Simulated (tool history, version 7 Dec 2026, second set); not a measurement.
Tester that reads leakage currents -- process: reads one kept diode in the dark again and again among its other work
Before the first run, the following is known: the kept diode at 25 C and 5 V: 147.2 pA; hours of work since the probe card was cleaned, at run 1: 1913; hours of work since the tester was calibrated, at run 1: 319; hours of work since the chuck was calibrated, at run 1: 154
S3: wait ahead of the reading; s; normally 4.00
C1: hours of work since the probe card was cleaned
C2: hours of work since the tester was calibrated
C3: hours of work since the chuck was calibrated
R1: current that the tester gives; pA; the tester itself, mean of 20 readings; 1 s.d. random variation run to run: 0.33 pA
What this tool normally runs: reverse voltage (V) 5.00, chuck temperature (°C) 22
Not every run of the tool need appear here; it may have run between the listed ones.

run 1 hour=0.0 | reverse_voltage_(V)=5.00 chuck_temperature_(°C)=22 S3=4.00 | C1=1913 C2=319 C3=154 | R1=118.25
run 2 hour=39.4 | reverse_voltage_(V)=5.00 chuck_temperature_(°C)=22 S3=4.00 | C1=1938 C2=344 C3=180 | R1=118.99
run 3 hour=79.0 | reverse_voltage_(V)=5.00 chuck_temperature_(°C)=22 S3=7.92 | C1=1964 C2=370 C3=206 | R1=119.33
run 4 hour=135.2 | reverse_voltage_(V)=5.00 chuck_temperature_(°C)=22 S3=4.00 | C1=2001 C2=407 C3=242 | R1=121.64
run 5 hour=197.5 | reverse_voltage_(V)=5.00 chuck_temperature_(°C)=22 S3=4.00 | C1=2041 C2=447 C3=283 | R1=122.93
run 6 hour=252.8 | reverse_voltage_(V)=5.00 chuck_temperature_(°C)=22 S3=4.00 | C1=2077 C2=483 C3=319 | R1=124.00
run 7 hour=286.4 | reverse_voltage_(V)=5.00 chuck_temperature_(°C)=22 S3=4.00 | C1=2099 C2=505 C3=340 | R1=125.35
run 8 hour=319.9 | reverse_voltage_(V)=5.00 chuck_temperature_(°C)=22 S3=4.00 | C1=2120 C2=527 C3=362 | R1=126.11
run 9 hour=367.7 | reverse_voltage_(V)=5.00 chuck_temperature_(°C)=22 S3=4.00 | C1=2152 C2=558 C3=393 | R1=126.93
run 10 hour=399.9 | reverse_voltage_(V)=5.00 chuck_temperature_(°C)=22 S3=4.00 | C1=2172 C2=579 C3=414 | R1=128.20
run 11 hour=458.2 | reverse_voltage_(V)=5.00 chuck_temperature_(°C)=22 S3=4.00 | C1=2210 C2=616 C3=452 | R1=130.44
run 12 hour=484.7 | reverse_voltage_(V)=5.00 chuck_temperature_(°C)=54 S3=4.00 | C1=2228 C2=634 C3=469 | R1=2176.70
run 13 hour=521.5 | reverse_voltage_(V)=5.00 chuck_temperature_(°C)=22 S3=4.00 | C1=2251 C2=658 C3=493 | R1=130.99
run 14 hour=574.5 | reverse_voltage_(V)=5.00 chuck_temperature_(°C)=22 S3=4.00 | C1=2286 C2=692 C3=528 | R1=132.98
run 15 hour=630.1 | reverse_voltage_(V)=5.00 chuck_temperature_(°C)=22 S3=4.00 | C1=2322 C2=728 C3=564 | R1=133.93
-- hour=678.4 chuck's temperature calibrated
run 16 hour=678.5 | reverse_voltage_(V)=2.47 chuck_temperature_(°C)=32 S3=4.00 | C1=2352 C2=758 C3=0 | R1=213.92
run 17 hour=709.9 | reverse_voltage_(V)=5.00 chuck_temperature_(°C)=22 S3=2.68 | C1=2373 C2=779 C3=20 | R1=114.77
run 18 hour=761.5 | reverse_voltage_(V)=5.00 chuck_temperature_(°C)=22 S3=2.68 | C1=2406 C2=812 C3=54 | R1=116.62
run 19 hour=813.5 | reverse_voltage_(V)=4.30 chuck_temperature_(°C)=50 S3=2.71 | C1=2440 C2=846 C3=88 | R1=1336.93
run 20 hour=849.4 | reverse_voltage_(V)=5.00 chuck_temperature_(°C)=22 S3=2.28 | C1=2463 C2=869 C3=111 | R1=118.28
run 21 hour=909.1 | reverse_voltage_(V)=17.57 chuck_temperature_(°C)=20 S3=4.00 | C1=2502 C2=908 C3=150 | R1=178.71

Run 22 is up next; what results do you expect?
-- hour=939.0 probe card cleaned and baked
run 22 hour=950.8 | reverse_voltage_(V)=15.62 chuck_temperature_(°C)=20 S3=4.00 | C1=8 C2=933 C3=175 | R1=?

{"run 22": {"R1": 154.8}}
Were there no unlogged condition in the tool, this run, its random variation unchanged, would have produced R1 147.77 pA.
